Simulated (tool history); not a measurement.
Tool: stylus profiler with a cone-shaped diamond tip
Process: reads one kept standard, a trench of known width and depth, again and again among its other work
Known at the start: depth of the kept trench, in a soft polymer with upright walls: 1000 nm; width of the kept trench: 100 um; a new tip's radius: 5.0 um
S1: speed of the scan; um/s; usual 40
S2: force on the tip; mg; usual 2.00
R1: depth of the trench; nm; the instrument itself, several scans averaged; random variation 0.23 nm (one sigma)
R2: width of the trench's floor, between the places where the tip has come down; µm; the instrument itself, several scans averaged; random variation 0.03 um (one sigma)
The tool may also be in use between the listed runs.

run     day   S1    S2       R1     R2
  1   0.000   40  2.00  1012.37  93.29
  2   2.625   40  2.00  1012.47  93.26
  3   5.121   40  2.00  1011.95  93.22
  4   7.279   40  2.00  1012.88  93.21
  5   8.650   40  2.00  1012.19  93.22
  6  11.183   40  1.75  1011.25  93.16
  7  13.775   40  1.75  1011.82  93.13
  8  16.658   40  1.75  1011.91  93.09
  9  18.542   40  1.75  1011.69  93.06
 10  21.008   40  1.75  1012.40  93.07
 11  23.858   40  1.75  1012.30  92.99
 12  25.800   16  2.00  1013.16  93.15
 13  28.042  110  2.00  1013.25  92.69
 14  30.967  110  2.00  1013.48  92.63
 15  33.429  110  2.00  1013.54  92.54
 16  34.933  110  2.00  1013.83  92.57
 17  37.304  110  2.00  1013.43  92.60
 18  38.788  110  2.00  1013.56  92.58
 19  40.658   20  2.00  1014.16  93.02
 20  42.254   20  2.00  1014.24  93.07
 21  43.800   20  2.00  1014.16  93.00
 22  45.008   20  2.00  1014.19  93.03
 23  47.550   20  2.00  1013.94  92.91
 24  50.350   12  4.38  1020.70  93.04
 25  53.158   12  4.38  1021.07  93.05
 26  55.675   12  4.38  1020.71  93.00
 27  57.479   42  4.76  1022.08  92.86
 28  60.192   22  1.93  1014.82  92.80
 29  63.096   22  1.93  1014.50  92.83
 30  65.504   26  2.00  1015.51  92.80
 31  68.200   26  2.00  1015.60  92.76
 32  69.396   26  2.00  1015.35  92.78
 33  72.100  128  1.12  1012.39  91.99
 34  73.704   45  2.00  1015.53  92.62
 35  75.092   45  2.00  1015.55  92.62
 36  77.150  113  2.00  1015.95  92.32
 37  78.946   29  2.56  1017.36  92.73
 38  80.212   44  2.77  1018.06  92.67
 39  82.058   44  2.77  1018.32  92.63
 40  84.083   11  0.81  1011.91  92.70
 41  85.317   82  5.00  1016.29  92.59
 42  88.150   52  3.04  1011.75  92.50
 43  90.104   38  1.03  1005.90  92.41
 44  91.438   19  1.33  1007.12  92.60
 45  93.558   39  0.90  1005.48  92.43

Taken out of this log: 1 entry between the listed runs. Where each belongs, and how the hidden state differs across it:
Between runs 40 and 41: height scale calibrated on a step standard (day 85.317)
  radius of the tip, um: 6.98 -> 6.99; height scale over the true one, %: 0.691 -> -0.025
  measured less the result without the state, R1: +6.95 -> -0.26 nm; R2: -1.20 -> -1.20 µm
